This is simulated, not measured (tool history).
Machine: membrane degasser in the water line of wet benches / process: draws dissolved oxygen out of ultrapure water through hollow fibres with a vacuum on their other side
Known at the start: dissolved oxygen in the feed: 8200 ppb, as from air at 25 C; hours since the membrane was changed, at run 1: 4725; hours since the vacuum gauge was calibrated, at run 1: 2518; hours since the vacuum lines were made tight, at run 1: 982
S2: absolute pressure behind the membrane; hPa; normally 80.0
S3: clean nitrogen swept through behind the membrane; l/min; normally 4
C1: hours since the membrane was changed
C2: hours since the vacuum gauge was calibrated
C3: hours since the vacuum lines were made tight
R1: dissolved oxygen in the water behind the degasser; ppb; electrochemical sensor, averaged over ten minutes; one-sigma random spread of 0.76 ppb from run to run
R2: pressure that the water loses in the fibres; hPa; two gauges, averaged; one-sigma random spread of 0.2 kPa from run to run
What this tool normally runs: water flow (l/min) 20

{"run": 1, "hour": 0.0, "water flow (l/min)": 20, "S2": 80.0, "S3": 4, "C1": 4725, "C2": 2518, "C3": 982, "R1": 71.1, "R2": 455.0}
{"run": 2, "hour": 111.7, "water flow (l/min)": 20, "S2": 80.0, "S3": 4, "C1": 4837, "C2": 2629, "C3": 1093, "R1": 71.3, "R2": 460.0}
{"run": 3, "hour": 198.8, "water flow (l/min)": 20, "S2": 148.7, "S3": 4, "C1": 4924, "C2": 2716, "C3": 1181, "R1": 149.6, "R2": 454.7}
{"run": 4, "hour": 346.7, "water flow (l/min)": 20, "S2": 148.7, "S3": 4, "C1": 5072, "C2": 2864, "C3": 1328, "R1": 149.7, "R2": 460.7}
{"run": 5, "hour": 530.7, "water flow (l/min)": 20, "S2": 148.7, "S3": 4, "C1": 5256, "C2": 3048, "C3": 1512, "R1": 148.6, "R2": 459.1}
{"run": 6, "hour": 664.2, "water flow (l/min)": 13, "S2": 80.0, "S3": 4, "C1": 5389, "C2": 3182, "C3": 1646, "R1": 40.0, "R2": 299.0}
{"run": 7, "hour": 812.4, "water flow (l/min)": 13, "S2": 80.0, "S3": 4, "C1": 5537, "C2": 3330, "C3": 1794, "R1": 40.3, "R2": 300.6}
{"run": 8, "hour": 916.0, "water flow (l/min)": 28, "S2": 80.0, "S3": 4, "C1": 5641, "C2": 3434, "C3": 1898, "R1": 123.8, "R2": 641.8}

For run 9, what comes out?
{"run": 9, "hour": 1094.2, "water flow (l/min)": 28, "S2": 80.0, "S3": 4, "C1": 5819, "C2": 3612, "C3": 2076, "R1": "?", "R2": "?"}

Run 9 yielded R1 122.2 ppb, R2 643.7 hPa.
If the tool had no hidden condition, the same run with the same run-to-run variation would have returned R1 122.0 ppb, R2 643.3 hPa.
